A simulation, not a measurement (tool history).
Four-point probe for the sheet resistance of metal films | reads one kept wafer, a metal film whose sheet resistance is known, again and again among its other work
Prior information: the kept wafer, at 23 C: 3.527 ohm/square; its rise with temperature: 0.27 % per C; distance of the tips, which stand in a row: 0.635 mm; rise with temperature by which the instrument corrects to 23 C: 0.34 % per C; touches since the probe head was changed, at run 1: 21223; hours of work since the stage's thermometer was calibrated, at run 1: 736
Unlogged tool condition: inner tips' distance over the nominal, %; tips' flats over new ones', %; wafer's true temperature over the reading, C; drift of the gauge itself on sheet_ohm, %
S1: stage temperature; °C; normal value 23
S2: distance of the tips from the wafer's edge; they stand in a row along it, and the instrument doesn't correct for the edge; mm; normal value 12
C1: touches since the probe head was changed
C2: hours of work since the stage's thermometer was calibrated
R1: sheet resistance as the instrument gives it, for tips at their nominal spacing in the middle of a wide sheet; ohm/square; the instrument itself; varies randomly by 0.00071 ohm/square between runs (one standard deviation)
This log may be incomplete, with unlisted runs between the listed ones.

run	day	S1	S2	C1	C2	R1
1	0	23	12	21223	736	3.529602
2	3.904	23	12	25671	808	3.530388
3	7.488	23	12	29754	873	3.529587
4	11.667	23	12	34516	949	3.528499
5	14.646	23	12	37912	1004	3.527953
6	18.7	23	12	42532	1078	3.528944
7	23.012	23	12	47445	1156	3.525543
8	27.675	23	12	52762	1241	3.524834
9	31.454	23	12	57068	1310	3.523674
# day 34.708: stage's thermometer calibrated
10	36.271	23	12	62533	29	3.520729
11	40.958	23	12	67875	114	3.520538
12	43.383	23	12	70639	158	3.519729
13	47.2	23	12	74985	228	3.519701
14	49.817	23	12	77971	276	3.518103
15	53.217	23	12	81845	338	3.516801
16	55.504	23	12	84450	379	3.517254
17	59.592	31	12	89109	454	3.495892
18	62.238	31	12	92122	502	3.495811
19	66.346	30	11	96807	577	3.500201
20	70.071	30	11	101048	645	3.497366
21	72.879	32	5	104250	696	3.516147
22	76.379	32	5	108241	760	3.515571
23	78.596	32	5	110765	801	3.514915
24	83.004	32	5	115789	881	3.512699
25	85.875	32	5	119059	934	3.513433
26	88.842	33	4	122440	988	3.526901
27	90.996	30	31	124897	1027	3.487945
28	95.658	21	4	130208	1112	3.55479
29	98.667	21	4	133638	1167	3.552959
30	102.65	18	60	138177	1240	3.514511
31	104.646	18	60	140452	1276	3.513859

5 ways to go on from here, each from the tool as it stands after run 31. What would each give?
A	107.962	27	9	144229	1337	?
B	107.962	23	13	144229	1337	?
C	107.962	29	9	144229	1337	?
D	107.962	24	24	144229	1337	?
E	107.962	30	23	144229	1337	?

run	R1
A	3.499947
B	3.503565
C	3.49518
D	3.499398
E	3.48449
Without the tool's unlogged condition, the same runs would have read:
run	R1
A	3.526737
B	3.530376
C	3.521938
D	3.526181
E	3.511174
